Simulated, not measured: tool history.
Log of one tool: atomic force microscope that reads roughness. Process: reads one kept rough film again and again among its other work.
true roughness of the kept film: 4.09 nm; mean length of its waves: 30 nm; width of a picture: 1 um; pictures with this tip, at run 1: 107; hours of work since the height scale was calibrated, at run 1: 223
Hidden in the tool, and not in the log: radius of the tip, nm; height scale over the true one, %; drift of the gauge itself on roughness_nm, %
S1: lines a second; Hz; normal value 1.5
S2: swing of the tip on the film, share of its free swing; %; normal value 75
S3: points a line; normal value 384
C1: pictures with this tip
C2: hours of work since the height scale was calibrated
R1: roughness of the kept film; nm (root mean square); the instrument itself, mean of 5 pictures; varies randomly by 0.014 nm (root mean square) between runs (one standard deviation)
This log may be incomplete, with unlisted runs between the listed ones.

run 1 day=0 | S1=1.5 S2=75 S3=384 | C1=107 C2=223 | R1=2.92
run 2 day=0.308 | S1=1.5 S2=75 S3=384 | C1=117 C2=227 | R1=2.882
run 3 day=0.692 | S1=1.5 S2=75 S3=939 | C1=129 C2=232 | R1=2.848
run 4 day=1.125 | S1=1.5 S2=75 S3=939 | C1=143 C2=237 | R1=2.783
-- day=1.412 new tip fitted
run 5 day=1.662 | S1=1.5 S2=75 S3=939 | C1=8 C2=243 | R1=3.327
run 6 day=2.242 | S1=1.5 S2=86 S3=384 | C1=26 C2=251 | R1=2.994
run 7 day=2.708 | S1=1.5 S2=86 S3=384 | C1=41 C2=256 | R1=2.935
run 8 day=3.054 | S1=1.5 S2=75 S3=384 | C1=52 C2=261 | R1=3.079
run 9 day=3.708 | S1=1.5 S2=65 S3=384 | C1=72 C2=269 | R1=3.11
run 10 day=4.038 | S1=1.5 S2=65 S3=384 | C1=83 C2=273 | R1=3.074
run 11 day=4.375 | S1=1.5 S2=75 S3=384 | C1=94 C2=277 | R1=2.897
run 12 day=5.1 | S1=1.5 S2=75 S3=384 | C1=116 C2=286 | R1=2.833
run 13 day=5.412 | S1=1.5 S2=80 S3=384 | C1=126 C2=290 | R1=2.69
run 14 day=6.058 | S1=1.5 S2=75 S3=384 | C1=147 C2=298 | R1=2.694
-- day=6.2 new tip fitted
run 15 day=6.771 | S1=1.5 S2=75 S3=384 | C1=18 C2=307 | R1=3.24
run 16 day=7.258 | S1=1.5 S2=75 S3=384 | C1=33 C2=313 | R1=3.181
run 17 day=7.854 | S1=1.5 S2=75 S3=384 | C1=52 C2=320 | R1=3.099
run 18 day=8.462 | S1=1.5 S2=75 S3=384 | C1=71 C2=328 | R1=2.998
run 19 day=8.888 | S1=0.62 S2=79 S3=301 | C1=85 C2=333 | R1=3.073
run 20 day=9.312 | S1=1.58 S2=90 S3=397 | C1=98 C2=338 | R1=2.617
run 21 day=10.008 | S1=2.89 S2=68 S3=862 | C1=120 C2=347 | R1=2.765
run 22 day=10.658 | S1=1.5 S2=75 S3=378 | C1=140 C2=355 | R1=2.718
-- day=11.017 new tip fitted
run 23 day=11.312 | S1=1.5 S2=75 S3=378 | C1=9 C2=363 | R1=3.29
run 24 day=11.696 | S1=1.5 S2=75 S3=378 | C1=22 C2=368 | R1=3.233
run 25 day=12.271 | S1=3.94 S2=82 S3=600 | C1=40 C2=375 | R1=2.494
run 26 day=12.608 | S1=1.5 S2=71 S3=774 | C1=50 C2=379 | R1=3.165
run 27 day=12.921 | S1=1.5 S2=71 S3=774 | C1=60 C2=383 | R1=3.117
run 28 day=13.246 | S1=0.66 S2=59 S3=384 | C1=71 C2=387 | R1=3.252
run 29 day=13.958 | S1=0.66 S2=59 S3=384 | C1=93 C2=396 | R1=3.127

Alternative continuations, all from the tool just after run 29; predict every row:
run A day=14.354 | S1=1.5 S2=78 S3=384 | C1=106 C2=401 | R1=?
run B day=14.354 | S1=0.52 S2=62 S3=554 | C1=106 C2=401 | R1=?
run C day=14.354 | S1=1.1 S2=83 S3=280 | C1=106 C2=401 | R1=?
run D day=14.354 | S1=0.54 S2=75 S3=497 | C1=106 C2=401 | R1=?
run E day=14.354 | S1=0.89 S2=87 S3=361 | C1=106 C2=401 | R1=?

run=A R1=2.79
run=B R1=3.08
run=C R1=2.798
run=D R1=3.045
run=E R1=2.813
Take away the tool's hidden state, keep each run's random variation, and the runs would have read:
run=A R1=3.318
run=B R1=3.661
run=C R1=3.325
run=D R1=3.62
run=E R1=3.345
